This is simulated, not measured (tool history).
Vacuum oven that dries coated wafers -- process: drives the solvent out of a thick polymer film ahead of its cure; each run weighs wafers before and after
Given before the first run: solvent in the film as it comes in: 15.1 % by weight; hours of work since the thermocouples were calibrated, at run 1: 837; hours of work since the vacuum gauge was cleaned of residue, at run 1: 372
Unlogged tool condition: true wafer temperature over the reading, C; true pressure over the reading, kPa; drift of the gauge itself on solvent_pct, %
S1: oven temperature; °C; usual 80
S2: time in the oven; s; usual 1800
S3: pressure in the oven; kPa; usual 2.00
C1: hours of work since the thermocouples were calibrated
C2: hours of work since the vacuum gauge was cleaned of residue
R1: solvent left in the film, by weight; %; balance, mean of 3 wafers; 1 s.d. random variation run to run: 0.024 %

| run | day | S1 | S2 | S3 | C1 | C2 | R1 |
|---|---|---|---|---|---|---|---|
| 1 | 0.000 | 80 | 1800 | 2.00 | 837 | 372 | 3.42 |
| 2 | 0.625 | 80 | 1800 | 2.00 | 847 | 383 | 3.43 |
| 3 | 1.146 | 80 | 1800 | 1.18 | 856 | 392 | 2.98 |
| 4 | 1.521 | 92 | 1800 | 2.00 | 862 | 398 | 1.52 |
| 5 | 2.175 | 92 | 1800 | 2.00 | 873 | 409 | 1.55 |
| 6 | 2.733 | 92 | 1800 | 2.00 | 882 | 418 | 1.54 |
| 7 | 3.300 | 92 | 1800 | 2.00 | 892 | 427 | 1.56 |
| 8 | 3.833 | 92 | 1800 | 2.00 | 901 | 436 | 1.53 |
| 9 | 4.529 | 92 | 1800 | 2.00 | 912 | 448 | 1.55 |
| 10 | 5.029 | 80 | 1440 | 2.00 | 921 | 456 | 4.35 |
| 11 | 5.629 | 80 | 1800 | 2.00 | 931 | 466 | 3.48 |
| 12 | 5.921 | 80 | 1800 | 2.00 | 935 | 471 | 3.48 |
| 13 | 6.608 | 80 | 1800 | 2.00 | 947 | 482 | 3.53 |
| 14 | 7.029 | 80 | 1800 | 2.00 | 954 | 489 | 3.50 |
|  | 7.150 | vacuum gauge cleaned of residue and calibrated |
| 15 | 7.521 | 80 | 1800 | 2.00 | 961 | 6 | 3.50 |
| 16 | 8.138 | 80 | 1140 | 2.00 | 971 | 16 | 5.31 |
|  | 8.546 | vacuum gauge cleaned of residue and calibrated, once more |
| 17 | 8.612 | 80 | 1140 | 2.00 | 978 | 1 | 5.20 |
| 18 | 8.967 | 80 | 1140 | 2.00 | 984 | 7 | 5.23 |
| 19 | 9.558 | 80 | 1140 | 2.00 | 994 | 17 | 5.27 |
| 20 | 10.129 | 72 | 1680 | 5.27 | 1003 | 26 | 7.57 |
| 21 | 10.517 | 82 | 1620 | 1.83 | 1010 | 33 | 3.36 |
| 22 | 11.000 | 81 | 960 | 1.04 | 1018 | 41 | 5.33 |
| 23 | 11.692 | 80 | 1200 | 2.23 | 1029 | 52 | 5.15 |
| 24 | 12.379 | 94 | 2400 | 1.15 | 1041 | 64 | 0.66 |
| 25 | 12.925 | 69 | 1260 | 2.00 | 1050 | 73 | 7.40 |
| 26 | 13.262 | 70 | 1500 | 2.00 | 1056 | 79 | 6.45 |
| 27 | 13.779 | 70 | 1500 | 2.00 | 1064 | 87 | 6.54 |
| 28 | 14.404 | 77 | 1500 | 2.35 | 1075 | 98 | 5.01 |
| 29 | 14.708 | 72 | 960 | 2.00 | 1080 | 103 | 7.72 |
|  | 15.125 | oven's thermocouples calibrated |
| 30 | 15.429 | 82 | 1200 | 2.00 | 5 | 113 | 4.08 |
| 31 | 16.067 | 73 | 2280 | 2.00 | 16 | 124 | 3.56 |
| 32 | 16.754 | 73 | 1020 | 2.00 | 27 | 135 | 6.71 |
| 33 | 17.450 | 73 | 1020 | 2.00 | 39 | 147 | 6.69 |
| 34 | 17.942 | 73 | 1020 | 2.00 | 47 | 155 | 6.77 |

Hidden state or all else? Some run-to-run changes of R1, split into what the settings, what came in and random variation would give without the hidden state, and what is left for the hidden state (with any gauge scatter that isn't in both results):
Run 20 -> 21: S1 72 -> 82, S2 1680 -> 1620, S3 5.27 -> 1.83. R1 -4.21 %: hidden state -0.21, all else -4.00.
Run 23 -> 24: S1 80 -> 94, S2 1200 -> 2400, S3 2.23 -> 1.15. R1 -4.49 %: hidden state -0.42, all else -4.07.
Run 24 -> 25: S1 94 -> 69, S2 2400 -> 1260, S3 1.15 -> 2.00. R1 +6.74 %: hidden state +0.46, all else +6.28.
Run 29 -> 30: S1 72 -> 82, S2 960 -> 1200, oven's thermocouples calibrated. R1 -3.64 %: hidden state -0.58, all else -3.06.
